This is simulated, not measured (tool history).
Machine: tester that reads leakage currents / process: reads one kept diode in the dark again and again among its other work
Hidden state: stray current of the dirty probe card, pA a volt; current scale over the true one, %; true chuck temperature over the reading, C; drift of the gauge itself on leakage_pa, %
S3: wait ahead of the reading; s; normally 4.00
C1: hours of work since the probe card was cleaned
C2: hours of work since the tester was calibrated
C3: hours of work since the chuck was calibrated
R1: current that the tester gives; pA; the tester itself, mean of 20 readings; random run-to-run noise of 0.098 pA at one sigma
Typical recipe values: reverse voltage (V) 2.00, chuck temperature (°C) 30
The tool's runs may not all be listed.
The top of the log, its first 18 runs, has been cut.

{"run": 19, "hour": 421.8, "reverse voltage (V)": 2.0, "chuck temperature (°C)": 52, "S3": 4.0, "C1": 1669, "C2": 784, "C3": 874, "R1": 129.01}
{"run": 20, "hour": 442.8, "reverse voltage (V)": 2.0, "chuck temperature (°C)": 30, "S3": 4.0, "C1": 1682, "C2": 798, "C3": 887, "R1": 27.93}
{"run": 21, "hour": 471.3, "reverse voltage (V)": 2.0, "chuck temperature (°C)": 51, "S3": 4.0, "C1": 1701, "C2": 817, "C3": 906, "R1": 121.17}
{"run": 22, "hour": 502.6, "reverse voltage (V)": 2.0, "chuck temperature (°C)": 33, "S3": 2.79, "C1": 1722, "C2": 838, "C3": 927, "R1": 34.91}
{"run": 23, "hour": 526.2, "reverse voltage (V)": 5.17, "chuck temperature (°C)": 30, "S3": 4.0, "C1": 1738, "C2": 853, "C3": 943, "R1": 38.7}
{"run": 24, "hour": 543.9, "reverse voltage (V)": 1.62, "chuck temperature (°C)": 36, "S3": 1.42, "C1": 1749, "C2": 865, "C3": 954, "R1": 40.6}
{"run": 25, "hour": 569.0, "reverse voltage (V)": 2.27, "chuck temperature (°C)": 30, "S3": 1.72, "C1": 1766, "C2": 882, "C3": 971, "R1": 29.47}
{"run": 26, "hour": 590.1, "reverse voltage (V)": 13.59, "chuck temperature (°C)": 30, "S3": 4.0, "C1": 1780, "C2": 895, "C3": 985, "R1": 53.81}
{"run": 27, "hour": 609.8, "reverse voltage (V)": 13.59, "chuck temperature (°C)": 30, "S3": 4.0, "C1": 1793, "C2": 908, "C3": 998, "R1": 53.65}
{"run": 28, "hour": 623.9, "reverse voltage (V)": 2.39, "chuck temperature (°C)": 30, "S3": 2.13, "C1": 1802, "C2": 918, "C3": 1007, "R1": 29.74}
{"run": 29, "hour": 650.0, "reverse voltage (V)": 16.34, "chuck temperature (°C)": 52, "S3": 4.0, "C1": 1819, "C2": 935, "C3": 1024, "R1": 261.09}
{"run": 30, "hour": 682.1, "reverse voltage (V)": 16.34, "chuck temperature (°C)": 52, "S3": 4.0, "C1": 1841, "C2": 956, "C3": 1046, "R1": 260.56}
{"run": 31, "hour": 712.8, "reverse voltage (V)": 10.02, "chuck temperature (°C)": 29, "S3": 1.45, "C1": 1861, "C2": 977, "C3": 1066, "R1": 45.56}
{"run": 32, "hour": 743.3, "reverse voltage (V)": 10.02, "chuck temperature (°C)": 29, "S3": 1.45, "C1": 1881, "C2": 997, "C3": 1086, "R1": 45.82}
{"run": 33, "hour": 765.0, "reverse voltage (V)": 15.98, "chuck temperature (°C)": 47, "S3": 1.45, "C1": 1895, "C2": 1011, "C3": 1100, "R1": 188.64}
{"run": 34, "hour": 794.7, "reverse voltage (V)": 15.98, "chuck temperature (°C)": 47, "S3": 1.45, "C1": 1915, "C2": 1031, "C3": 1120, "R1": 187.96}
{"run": 35, "hour": 813.5, "reverse voltage (V)": 3.49, "chuck temperature (°C)": 53, "S3": 1.58, "C1": 1927, "C2": 1043, "C3": 1132, "R1": 167.07}
{"run": 36, "hour": 834.6, "reverse voltage (V)": 18.31, "chuck temperature (°C)": 22, "S3": 1.13, "C1": 1941, "C2": 1057, "C3": 1146, "R1": 35.02}
{"run": 37, "hour": 861.9, "reverse voltage (V)": 7.49, "chuck temperature (°C)": 23, "S3": 9.03, "C1": 1959, "C2": 1075, "C3": 1164, "R1": 25.61}
{"run": 38, "hour": 876.4, "reverse voltage (V)": 6.56, "chuck temperature (°C)": 26, "S3": 3.38, "C1": 1969, "C2": 1085, "C3": 1174, "R1": 31.13}
{"run": 39, "hour": 906.2, "reverse voltage (V)": 2.3, "chuck temperature (°C)": 30, "S3": 0.41, "C1": 1989, "C2": 1104, "C3": 1194, "R1": 30.33}

Predict each of these 4 candidate next runs independently; none follows another, all start after run 39:
{"hour": 931.1, "done": "probe card cleaned and baked"}
{"run": "A", "hour": 931.1, "reverse voltage (V)": 5.42, "chuck temperature (°C)": 30, "S3": 0.41, "C1": 0, "C2": 1119, "C3": 1208, "R1": "?"}
{"hour": 931.1, "done": "probe card cleaned and baked"}
{"run": "B", "hour": 931.1, "reverse voltage (V)": 2.3, "chuck temperature (°C)": 52, "S3": 0.41, "C1": 0, "C2": 1119, "C3": 1208, "R1": "?"}
{"hour": 931.1, "done": "probe card cleaned and baked"}
{"run": "C", "hour": 931.1, "reverse voltage (V)": 2.3, "chuck temperature (°C)": 33, "S3": 0.41, "C1": 0, "C2": 1119, "C3": 1208, "R1": "?"}
{"hour": 931.1, "done": "probe card cleaned and baked"}
{"run": "D", "hour": 931.1, "reverse voltage (V)": 2.65, "chuck temperature (°C)": 50, "S3": 0.44, "C1": 0, "C2": 1119, "C3": 1208, "R1": "?"}

run=A R1=41.31
run=B R1=136.70
run=C R1=37.68
run=D R1=125.27
With no hidden state in the tool, these same runs would have given:
run=A R1=41.33
run=B R1=136.74
run=C R1=37.69
run=D R1=125.31
